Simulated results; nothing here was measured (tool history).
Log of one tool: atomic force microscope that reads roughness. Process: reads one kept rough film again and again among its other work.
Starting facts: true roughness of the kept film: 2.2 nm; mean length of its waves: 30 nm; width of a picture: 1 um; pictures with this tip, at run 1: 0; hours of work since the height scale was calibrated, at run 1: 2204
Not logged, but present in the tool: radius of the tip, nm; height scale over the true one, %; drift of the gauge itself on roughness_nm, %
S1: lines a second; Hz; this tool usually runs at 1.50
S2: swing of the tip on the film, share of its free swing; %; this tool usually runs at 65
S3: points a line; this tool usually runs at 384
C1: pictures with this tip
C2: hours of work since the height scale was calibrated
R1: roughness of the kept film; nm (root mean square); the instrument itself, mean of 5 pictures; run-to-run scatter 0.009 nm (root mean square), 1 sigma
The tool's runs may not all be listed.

{"run": 1, "hour": 0.0, "S1": 1.5, "S2": 65, "S3": 384, "C1": 0, "C2": 2204, "R1": 2.006}
{"run": 2, "hour": 51.8, "S1": 3.14, "S2": 65, "S3": 384, "C1": 81, "C2": 2238, "R1": 1.923}
{"run": 3, "hour": 115.9, "S1": 1.5, "S2": 66, "S3": 384, "C1": 182, "C2": 2280, "R1": 1.918}
{"run": 4, "hour": 185.7, "S1": 1.5, "S2": 66, "S3": 384, "C1": 292, "C2": 2326, "R1": 1.849}
{"hour": 232.4, "done": "new tip fitted"}
{"run": 5, "hour": 243.6, "S1": 1.5, "S2": 66, "S3": 384, "C1": 18, "C2": 2364, "R1": 2.006}
{"run": 6, "hour": 301.7, "S1": 1.5, "S2": 66, "S3": 384, "C1": 109, "C2": 2402, "R1": 1.961}
{"run": 7, "hour": 338.4, "S1": 1.5, "S2": 66, "S3": 384, "C1": 167, "C2": 2426, "R1": 1.93}
{"run": 8, "hour": 406.5, "S1": 1.5, "S2": 66, "S3": 384, "C1": 274, "C2": 2471, "R1": 1.876}
{"hour": 462.8, "done": "new tip fitted"}
{"run": 9, "hour": 490.8, "S1": 1.5, "S2": 66, "S3": 384, "C1": 44, "C2": 2526, "R1": 1.99}
{"run": 10, "hour": 550.9, "S1": 1.5, "S2": 65, "S3": 615, "C1": 139, "C2": 2566, "R1": 1.942}
{"run": 11, "hour": 607.2, "S1": 1.5, "S2": 65, "S3": 384, "C1": 227, "C2": 2603, "R1": 1.899}
{"run": 12, "hour": 673.3, "S1": 1.5, "S2": 58, "S3": 384, "C1": 331, "C2": 2647, "R1": 1.841}
{"hour": 696.2, "done": "new tip fitted"}
{"run": 13, "hour": 714.3, "S1": 0.77, "S2": 65, "S3": 384, "C1": 29, "C2": 2673, "R1": 2.008}
{"run": 14, "hour": 770.4, "S1": 2.16, "S2": 65, "S3": 384, "C1": 117, "C2": 2710, "R1": 1.964}
{"run": 15, "hour": 839.6, "S1": 1.5, "S2": 65, "S3": 384, "C1": 226, "C2": 2756, "R1": 1.906}
{"run": 16, "hour": 893.2, "S1": 1.5, "S2": 75, "S3": 384, "C1": 311, "C2": 2791, "R1": 1.836}
{"hour": 926.8, "done": "new tip fitted"}
{"run": 17, "hour": 974.0, "S1": 1.5, "S2": 65, "S3": 726, "C1": 74, "C2": 2844, "R1": 1.978}
{"hour": 1018.7, "done": "height scale calibrated on a step standard"}
{"run": 18, "hour": 1032.4, "S1": 1.5, "S2": 65, "S3": 726, "C1": 164, "C2": 9, "R1": 1.908}
{"run": 19, "hour": 1093.6, "S1": 1.26, "S2": 65, "S3": 384, "C1": 261, "C2": 49, "R1": 1.866}
{"hour": 1158.1, "done": "new tip fitted"}
{"run": 20, "hour": 1169.2, "S1": 1.5, "S2": 71, "S3": 384, "C1": 18, "C2": 99, "R1": 1.958}
{"run": 21, "hour": 1219.9, "S1": 1.5, "S2": 71, "S3": 384, "C1": 98, "C2": 132, "R1": 1.932}
{"run": 22, "hour": 1266.9, "S1": 1.61, "S2": 76, "S3": 899, "C1": 172, "C2": 163, "R1": 1.886}
{"run": 23, "hour": 1343.9, "S1": 1.5, "S2": 76, "S3": 384, "C1": 293, "C2": 214, "R1": 1.802}
{"hour": 1389.6, "done": "new tip fitted"}
{"run": 24, "hour": 1397.1, "S1": 0.68, "S2": 84, "S3": 432, "C1": 12, "C2": 249, "R1": 2.002}
{"run": 25, "hour": 1440.4, "S1": 0.68, "S2": 84, "S3": 432, "C1": 80, "C2": 277, "R1": 1.955}
{"run": 26, "hour": 1513.2, "S1": 0.81, "S2": 58, "S3": 777, "C1": 195, "C2": 325, "R1": 1.931}
{"run": 27, "hour": 1550.7, "S1": 0.81, "S2": 89, "S3": 373, "C1": 254, "C2": 350, "R1": 1.858}
{"run": 28, "hour": 1601.4, "S1": 1.42, "S2": 68, "S3": 434, "C1": 334, "C2": 383, "R1": 1.836}
{"hour": 1621.3, "done": "new tip fitted"}
{"run": 29, "hour": 1661.6, "S1": 1.42, "S2": 68, "S3": 434, "C1": 64, "C2": 423, "R1": 1.952}
{"run": 30, "hour": 1705.7, "S1": 1.42, "S2": 68, "S3": 434, "C1": 133, "C2": 452, "R1": 1.914}
{"run": 31, "hour": 1783.9, "S1": 1.42, "S2": 68, "S3": 434, "C1": 256, "C2": 503, "R1": 1.88}
{"run": 32, "hour": 1842.2, "S1": 1.85, "S2": 59, "S3": 372, "C1": 348, "C2": 542, "R1": 1.828}
{"hour": 1850.0, "done": "new tip fitted"}
{"run": 33, "hour": 1927.6, "S1": 1.17, "S2": 80, "S3": 522, "C1": 123, "C2": 598, "R1": 1.926}
{"run": 34, "hour": 1991.4, "S1": 1.17, "S2": 75, "S3": 720, "C1": 223, "C2": 640, "R1": 1.904}
{"run": 35, "hour": 2059.6, "S1": 1.17, "S2": 75, "S3": 720, "C1": 330, "C2": 685, "R1": 1.831}
{"hour": 2079.3, "done": "new tip fitted"}
{"run": 36, "hour": 2096.1, "S1": 0.68, "S2": 59, "S3": 697, "C1": 26, "C2": 708, "R1": 2.015}
{"run": 37, "hour": 2146.2, "S1": 0.92, "S2": 84, "S3": 513, "C1": 105, "C2": 741, "R1": 1.941}

Branching from run 37: 4 alternative next runs. What would each branch give?
{"run": "A", "hour": 2211.5, "S1": 1.88, "S2": 76, "S3": 384, "C1": 208, "C2": 784, "R1": "?"}
{"run": "B", "hour": 2211.5, "S1": 3.74, "S2": 65, "S3": 384, "C1": 208, "C2": 784, "R1": "?"}
{"run": "C", "hour": 2211.5, "S1": 1.5, "S2": 65, "S3": 384, "C1": 208, "C2": 784, "R1": "?"}
{"run": "D", "hour": 2211.5, "S1": 0.92, "S2": 73, "S3": 808, "C1": 208, "C2": 784, "R1": "?"}

run=A R1=1.864
run=B R1=1.864
run=C R1=1.897
run=D R1=1.913
What these runs would have given with no unlogged condition in the tool:
run=A R1=1.960
run=B R1=1.959
run=C R1=1.995
run=D R1=2.012
